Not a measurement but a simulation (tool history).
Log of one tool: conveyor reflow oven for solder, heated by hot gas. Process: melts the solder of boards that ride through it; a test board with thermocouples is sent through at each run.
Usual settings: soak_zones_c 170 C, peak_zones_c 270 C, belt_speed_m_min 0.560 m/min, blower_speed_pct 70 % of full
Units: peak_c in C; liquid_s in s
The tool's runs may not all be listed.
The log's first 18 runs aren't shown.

run	day	soak_zones_c	peak_zones_c	belt_speed_m_min	blower_speed_pct	peak_c	liquid_s
19	55.875	169	270	0.560	61	254.2	58.6
20	58.775	166	258	0.497	51	245.3	56.1
21	61.700	166	264	0.522	51	248.3	56.1
# day 63.658: belt drive overhauled, speed set with a stopwatch
22	64.550	166	264	0.522	51	246.7	52.7
23	67.004	166	264	0.522	51	246.6	52.2
# day 69.517: flux residue cleaned out of gas plates and filters
24	70.654	166	267	0.669	51	240.5	34.4
25	73.542	173	267	0.555	69	252.8	57.1
26	77.583	159	270	0.560	58	249.3	50.0
27	79.312	170	270	0.560	66	253.0	56.0
28	81.817	159	270	0.636	69	246.5	41.0
29	84.408	159	266	0.623	88	247.0	43.3
# day 86.679: flux residue cleaned out of gas plates and filters
30	87.929	164	270	0.560	55	250.4	52.0

3 ways to go on from here, each from the tool as it stands after run 30. What would each give?
A	91.279	177	270	0.560	82	?	?
B	91.279	170	285	0.495	50	?	?
C	91.279	164	270	0.560	79	?	?

run	peak_c	liquid_s
A	257.6	62.0
B	267.9	73.1
C	253.9	56.2
Without the tool's hidden state the same runs would have given:
run	peak_c	liquid_s
A	260.0	62.7
B	270.0	73.5
C	256.4	57.2
